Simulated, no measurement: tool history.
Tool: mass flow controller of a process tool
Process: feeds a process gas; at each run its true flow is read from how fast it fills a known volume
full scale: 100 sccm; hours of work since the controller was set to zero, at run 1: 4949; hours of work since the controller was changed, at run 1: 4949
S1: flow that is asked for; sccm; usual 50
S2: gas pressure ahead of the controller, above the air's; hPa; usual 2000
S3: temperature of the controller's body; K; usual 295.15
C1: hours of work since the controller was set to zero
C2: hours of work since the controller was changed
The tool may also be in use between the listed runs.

run 1 hour=0 | S1=50 S2=2000 S3=295.15 | C1=4949 C2=4949 | true_flow_(%)=100.04
run 2 hour=377 | S1=50 S2=2000 S3=295.15 | C1=5109 C2=5109 | true_flow_(%)=99.94
run 3 hour=652.3 | S1=50 S2=2000 S3=295.15 | C1=5225 C2=5225 | true_flow_(%)=100.01
run 4 hour=860.6 | S1=50 S2=2000 S3=295.15 | C1=5313 C2=5313 | true_flow_(%)=100.09
-- hour=887.3 controller's zero set anew
run 5 hour=1331.1 | S1=50 S2=1970 S3=295.15 | C1=188 C2=5512 | true_flow_(%)=100
run 6 hour=1795.9 | S1=50 S2=1970 S3=295.15 | C1=385 C2=5709 | true_flow_(%)=99.81
run 7 hour=2275.9 | S1=50 S2=2000 S3=295.15 | C1=588 C2=5912 | true_flow_(%)=100.03
run 8 hour=2754 | S1=50 S2=2150 S3=297.15 | C1=790 C2=6115 | true_flow_(%)=99.8
-- hour=2915.1 controller exchanged for a calibrated one
run 9 hour=2983.4 | S1=50 S2=2150 S3=312.15 | C1=29 C2=29 | true_flow_(%)=98.83
-- hour=3007.5 controller's zero set anew, once more
run 10 hour=3358 | S1=18 S2=2730 S3=300.15 | C1=148 C2=187 | true_flow_(%)=98.52
run 11 hour=3788.1 | S1=50 S2=2670 S3=299.15 | C1=331 C2=369 | true_flow_(%)=99.14
run 12 hour=3994.5 | S1=43 S2=2000 S3=304.15 | C1=418 C2=457 | true_flow_(%)=99.21
run 13 hour=4254.5 | S1=43 S2=2000 S3=304.15 | C1=528 C2=567 | true_flow_(%)=99.07

3 ways to go on from here, each from the tool as it stands after run 13. What would each give?
run A hour=4483.9 | S1=52 S2=2000 S3=299.15 | C1=625 C2=664 | true_flow_(%)=?
run B hour=4483.9 | S1=12 S2=2000 S3=294.15 | C1=625 C2=664 | true_flow_(%)=?
run C hour=4483.9 | S1=25 S2=2000 S3=301.15 | C1=625 C2=664 | true_flow_(%)=?

run=A true_flow_(%)=99.37
run=B true_flow_(%)=98.21
run=C true_flow_(%)=98.7
Without the tool's hidden state the same runs would have given:
run=A true_flow_(%)=99.11
run=B true_flow_(%)=98.65
run=C true_flow_(%)=98.66
